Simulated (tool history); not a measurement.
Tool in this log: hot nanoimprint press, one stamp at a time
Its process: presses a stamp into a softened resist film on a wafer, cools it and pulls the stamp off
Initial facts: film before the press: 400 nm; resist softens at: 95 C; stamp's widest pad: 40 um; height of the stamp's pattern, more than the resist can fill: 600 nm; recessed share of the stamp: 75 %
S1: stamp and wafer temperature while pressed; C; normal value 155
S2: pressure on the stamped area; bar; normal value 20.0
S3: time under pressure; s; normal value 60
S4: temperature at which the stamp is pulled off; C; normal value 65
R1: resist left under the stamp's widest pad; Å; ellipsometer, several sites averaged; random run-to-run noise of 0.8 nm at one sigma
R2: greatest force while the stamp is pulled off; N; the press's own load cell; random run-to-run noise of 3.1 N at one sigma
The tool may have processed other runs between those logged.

run	day	S1	S2	S3	S4	R1	R2
1	0.000	155	20.0	60	65	2057	209
2	3.333	165	20.0	60	65	1231	148
3	5.708	165	20.0	60	65	1228	151
4	7.642	165	20.0	60	65	1223	154
5	10.200	165	20.0	60	65	1213	164
6	13.196	165	20.0	60	65	1218	173
7	16.342	155	20.0	71	65	1994	186
8	19.750	155	20.0	71	65	1993	201
9	21.217	157	20.0	60	65	1908	200
10	22.879	155	20.0	60	55	2082	248
11	24.696	155	20.0	60	55	2081	259
12	26.208	155	20.0	60	65	2083	221
13	29.142	155	20.0	60	65	2058	148
14	32.154	155	20.0	60	65	2038	158
15	35.229	165	20.0	60	65	1299	166
16	37.325	165	20.4	60	62	1284	180
17	39.017	165	20.4	60	62	1351	198
18	41.017	147	31.6	45	56	2772	224
19	43.171	155	19.5	60	65	2137	202
20	46.388	152	19.5	43	69	2659	195
21	48.054	147	30.6	64	65	2510	210
22	50.725	147	30.6	64	65	2499	218
23	54.267	155	13.7	60	65	2358	152
24	56.092	148	20.0	60	62	2741	165
25	58.667	155	12.2	74	57	2272	192
26	61.008	155	12.2	74	57	2289	198
27	63.875	155	12.2	74	57	2408	210
28	66.950	155	12.2	74	57	2394	219
29	70.579	167	26.7	74	57	951	238

Removed from this log: 9 entries logged between the listed runs. Between which two listed runs does each belong, and how does the tool's hidden state at the listed run before it compare with that at the listed run after it?
Runs 1 to 2: plate thermocouple calibrated (day 2.104); stamp cleaned and given a new release coat (day 2.608); press's hydraulic seals changed and the load cell set to zero (day 2.942)
  true temperature over the reading, C: 1.36 -> 1.89; pressure that arrives at the usual setting, %: 92.77 -> 100.23; grip of the stamp's worn release coat, % over a new coat's: 50.2 -> 0.8
  what was measured, less what the result would be without the hidden state, R1: -63 -> -110 Å; R2: +66 -> -4 N
Runs 6 to 7: plate thermocouple calibrated, once more (day 13.746)
  true temperature over the reading, C: 2.51 -> 0.04; pressure that arrives at the usual setting, %: 99.01 -> 98.65; grip of the stamp's worn release coat, % over a new coat's: 22.3 -> 29.1
  what was measured, less what the result would be without the hidden state, R1: -138 -> +8 Å; R2: +25 -> +42 N
Runs 12 to 13: stamp cleaned and given a new release coat (day 27.692)
  true temperature over the reading, C: 0.62 -> 0.78; pressure that arrives at the usual setting, %: 97.46 -> 97.11; grip of the stamp's worn release coat, % over a new coat's: 52.4 -> 3.1
  what was measured, less what the result would be without the hidden state, R1: -36 -> -48 Å; R2: +74 -> +2 N
Runs 16 to 17: plate thermocouple calibrated (day 38.646)
  true temperature over the reading, C: 1.28 -> 0.19; pressure that arrives at the usual setting, %: 96.09 -> 95.86; grip of the stamp's worn release coat, % over a new coat's: 20.9 -> 24.5
  what was measured, less what the result would be without the hidden state, R1: -50 -> +17 Å; R2: +27 -> +39 N
Runs 22 to 23: stamp cleaned and given a new release coat (day 52.504)
  true temperature over the reading, C: 0.86 -> 1.05; pressure that arrives at the usual setting, %: 94.41 -> 94.01; grip of the stamp's worn release coat, % over a new coat's: 51.8 -> 3.7
  what was measured, less what the result would be without the hidden state, R1: -17 -> -63 Å; R2: +72 -> +2 N
Runs 26 to 27: plate thermocouple calibrated (day 63.471)
  true temperature over the reading, C: 1.46 -> -0.08; pressure that arrives at the usual setting, %: 93.18 -> 92.86; grip of the stamp's worn release coat, % over a new coat's: 18.4 -> 24.6
  what was measured, less what the result would be without the hidden state, R1: -101 -> +45 Å; R2: +27 -> +41 N
Runs 28 to 29: press's hydraulic seals changed and the load cell set to zero (day 68.546)
  true temperature over the reading, C: 0.09 -> 0.31; pressure that arrives at the usual setting, %: 92.49 -> 100.16; grip of the stamp's worn release coat, % over a new coat's: 31.6 -> 39.2
  what was measured, less what the result would be without the hidden state, R1: +30 -> -15 Å; R2: +52 -> +67 N

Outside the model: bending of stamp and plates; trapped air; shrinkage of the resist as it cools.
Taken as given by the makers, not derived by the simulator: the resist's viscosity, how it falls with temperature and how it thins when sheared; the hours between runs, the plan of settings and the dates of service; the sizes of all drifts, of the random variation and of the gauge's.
